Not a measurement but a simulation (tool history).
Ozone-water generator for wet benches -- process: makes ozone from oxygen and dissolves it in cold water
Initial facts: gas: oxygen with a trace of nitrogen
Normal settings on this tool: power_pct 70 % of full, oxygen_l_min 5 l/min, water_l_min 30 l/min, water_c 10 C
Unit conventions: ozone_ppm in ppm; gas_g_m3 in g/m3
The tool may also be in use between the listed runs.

Run 1, hour 0: usual settings. Result: ozone_ppm 18.1 ppm, gas_g_m3 181.7 g/m3.
Run 2, hour 45.1: usual settings. Result: ozone_ppm 18.5 ppm, gas_g_m3 182.4 g/m3.
Run 3, hour 68.3: usual settings. Result: ozone_ppm 18.5 ppm, gas_g_m3 182.3 g/m3.
Run 4, hour 108.6: usual settings. Result: ozone_ppm 18.5 ppm, gas_g_m3 183 g/m3.
Run 5, hour 134.6: usual settings. Result: ozone_ppm 18.3 ppm, gas_g_m3 182 g/m3.
Run 6, hour 157.8: usual settings. Result: ozone_ppm 18.4 ppm, gas_g_m3 182.4 g/m3.
Run 7, hour 189.4: usual settings but oxygen_l_min 8.62 l/min. Result: ozone_ppm 19.1 ppm, gas_g_m3 134.7 g/m3.
Run 8, hour 230.1: usual settings but oxygen_l_min 2.82 l/min. Result: ozone_ppm 16.3 ppm, gas_g_m3 248.1 g/m3.
Run 9, hour 259.7: usual settings but oxygen_l_min 2.82 l/min. Result: ozone_ppm 16.3 ppm, gas_g_m3 248.6 g/m3.
Run 10, hour 296: usual settings. Result: ozone_ppm 18.5 ppm, gas_g_m3 181.5 g/m3.
Run 11, hour 337.2: usual settings. Result: ozone_ppm 18.6 ppm, gas_g_m3 182.1 g/m3.
At hour 340.2: water thermometer calibrated.
Run 12, hour 381.6: usual settings. Result: ozone_ppm 18.3 ppm, gas_g_m3 183.2 g/m3.
Run 13, hour 425.7: usual settings. Result: ozone_ppm 18.2 ppm, gas_g_m3 182.3 g/m3.
Run 14, hour 475.7: usual settings. Result: ozone_ppm 18.2 ppm, gas_g_m3 182 g/m3.
Run 15, hour 520: usual settings. Result: ozone_ppm 18.1 ppm, gas_g_m3 181.3 g/m3.
At hour 550.8: water thermometer calibrated, once more.
Run 16, hour 550.8: usual settings. Result: ozone_ppm 18.3 ppm, gas_g_m3 179.3 g/m3.
Run 17, hour 570.9: usual settings but power_pct 41 % of full. Result: ozone_ppm 12.1 ppm, gas_g_m3 123.6 g/m3.
Run 18, hour 620.7: usual settings but power_pct 41 % of full. Result: ozone_ppm 12.4 ppm, gas_g_m3 123.7 g/m3.
Run 19, hour 668.4: usual settings but power_pct 93 % of full. Result: ozone_ppm 22.1 ppm, gas_g_m3 221.3 g/m3.
Run 20, hour 706.7: usual settings but oxygen_l_min 4.52 l/min, water_c 5 C. Result: ozone_ppm 18.4 ppm, gas_g_m3 191.7 g/m3.
Run 21, hour 754.3: usual settings but oxygen_l_min 4.52 l/min, water_c 5 C. Result: ozone_ppm 19 ppm, gas_g_m3 190 g/m3.
Run 22, hour 776: usual settings but water_l_min 37 l/min. Result: ozone_ppm 14.7 ppm, gas_g_m3 179.5 g/m3.
Run 23, hour 801.7: usual settings but water_l_min 37 l/min. Result: ozone_ppm 14.8 ppm, gas_g_m3 182.4 g/m3.
Run 24, hour 824.7: usual settings but oxygen_l_min 5.63 l/min. Result: ozone_ppm 18.6 ppm, gas_g_m3 170 g/m3.
Run 25, hour 855.4: usual settings but oxygen_l_min 2.51 l/min. Result: ozone_ppm 15.5 ppm, gas_g_m3 265.2 g/m3.
Run 26, hour 883.9: usual settings but oxygen_l_min 2.51 l/min. Result: ozone_ppm 15.4 ppm, gas_g_m3 265.8 g/m3.
Run 27, hour 923.5: usual settings but power_pct 63 % of full, water_c 8 C. Result: ozone_ppm 17.2 ppm, gas_g_m3 166.8 g/m3.
Run 28, hour 966.4: usual settings but power_pct 42 % of full, oxygen_l_min 6.44 l/min, water_l_min 22 l/min, water_c 6 C. Result: ozone_ppm 17.6 ppm, gas_g_m3 108.4 g/m3.
At hour 974: contactor cleaned.
Run 29, hour 1018: usual settings but oxygen_l_min 3.45 l/min, water_l_min 33 l/min. Result: ozone_ppm 15.4 ppm, gas_g_m3 220.5 g/m3.
Run 30, hour 1040.3: usual settings but oxygen_l_min 3.45 l/min, water_l_min 33 l/min. Result: ozone_ppm 15.6 ppm, gas_g_m3 220.9 g/m3.
Run 31, hour 1067.5: usual settings but power_pct 61 % of full, oxygen_l_min 3.35 l/min, water_l_min 21 l/min, water_c 11 C. Result: ozone_ppm 21.2 ppm, gas_g_m3 201.4 g/m3.
Run 32, hour 1094.7: usual settings but power_pct 61 % of full, oxygen_l_min 7.97 l/min, water_l_min 21 l/min. Result: ozone_ppm 22.8 ppm, gas_g_m3 126 g/m3.
Run 33, hour 1142.2: usual settings but power_pct 48 % of full, oxygen_l_min 5.34 l/min, water_l_min 29 l/min, water_c 14 C. Result: ozone_ppm 13.9 ppm, gas_g_m3 133 g/m3.

Alternative continuations, all from the tool just after run 33; predict every row:
Run A, hour 1166.9: usual settings but power_pct 63 % of full, oxygen_l_min 3.42 l/min, water_l_min 29 l/min, water_c 5 C. Result: ozone_ppm ?, gas_g_m3 ?.
Run B, hour 1166.9: usual settings but power_pct 51 % of full, oxygen_l_min 3.18 l/min, water_c 7 C. Result: ozone_ppm ?, gas_g_m3 ?.
Run C, hour 1166.9: usual settings but power_pct 52 % of full, oxygen_l_min 2.64 l/min, water_l_min 19 l/min, water_c 14 C. Result: ozone_ppm ?, gas_g_m3 ?.
Run D, hour 1166.9: usual settings but oxygen_l_min 3.9 l/min, water_l_min 43 l/min. Result: ozone_ppm ?, gas_g_m3 ?.

run  ozone_ppm  gas_g_m3
  A       16.9     203.8
  B       13.6     183.2
  C       19.5       208
  D       12.1     208.6
Had the tool no hidden state, the same runs would have come out as:
run  ozone_ppm  gas_g_m3
  A       17.4     208.6
  B       13.9     186.8
  C       19.9     212.2
  D       12.4     213.9
